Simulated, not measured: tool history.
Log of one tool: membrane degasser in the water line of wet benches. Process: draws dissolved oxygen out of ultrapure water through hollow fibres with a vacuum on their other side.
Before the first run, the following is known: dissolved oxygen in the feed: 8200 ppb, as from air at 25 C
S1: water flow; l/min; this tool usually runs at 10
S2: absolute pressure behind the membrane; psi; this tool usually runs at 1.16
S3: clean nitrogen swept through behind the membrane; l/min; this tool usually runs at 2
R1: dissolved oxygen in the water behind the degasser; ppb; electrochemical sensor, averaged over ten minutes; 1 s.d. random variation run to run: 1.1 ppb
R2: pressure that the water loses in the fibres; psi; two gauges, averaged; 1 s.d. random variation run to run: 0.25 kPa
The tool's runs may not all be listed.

| run | day | S1 | S2 | S3 | R1 | R2 |
|---|---|---|---|---|---|---|
| 1 | 0 | 10 | 1.16 | 2 | 110.1 | 9.707 |
| 2 | 6.683 | 10 | 2.838 | 2 | 247.1 | 9.671 |
| 3 | 9.971 | 10 | 1.16 | 2 | 110.8 | 9.7 |
| 4 | 17.204 | 10 | 1.16 | 2 | 108.8 | 9.752 |
| 5 | 20.558 | 10 | 1.16 | 2 | 110 | 9.755 |
| 6 | 24.562 | 10 | 2.846 | 2 | 244.4 | 9.77 |
| 7 | 32.629 | 10 | 1.16 | 2 | 110.7 | 9.735 |
| 8 | 37.367 | 9 | 1.027 | 1.11 | 115.6 | 8.763 |
| 9 | 40.971 | 13 | 1.217 | 2 | 177 | 12.697 |
| 10 | 47.146 | 13 | 1.217 | 2 | 179.4 | 12.729 |
| 11 | 50.988 | 10 | 0.963 | 2 | 92.1 | 9.793 |
| 12 | 54.225 | 10 | 1.408 | 1.42 | 159.8 | 9.697 |
| 13 | 62.2 | 10 | 1.16 | 1.86 | 113.1 | 9.805 |

Below, some changes in R2 between adjacent runs. For each, the amount present without the hidden state too (settings, incoming material, random variation) and the amount remaining for the hidden state with gauge scatter not shared by both compared results:
Unlogged tool condition in this case: membrane still open, %; true pressure behind the membrane over the reading, kPa; air that leaks in behind the membrane, l/min; drift of the gauge itself on oxygen_ppb, %; drift of the gauge itself on loss_of_pressure_kpa, %.
Run 8 -> 9: S1 9 -> 13, S2 1.027 -> 1.217, S3 1.11 -> 2. R2 +3.933 psi: hidden state +0.02, all else +3.913.

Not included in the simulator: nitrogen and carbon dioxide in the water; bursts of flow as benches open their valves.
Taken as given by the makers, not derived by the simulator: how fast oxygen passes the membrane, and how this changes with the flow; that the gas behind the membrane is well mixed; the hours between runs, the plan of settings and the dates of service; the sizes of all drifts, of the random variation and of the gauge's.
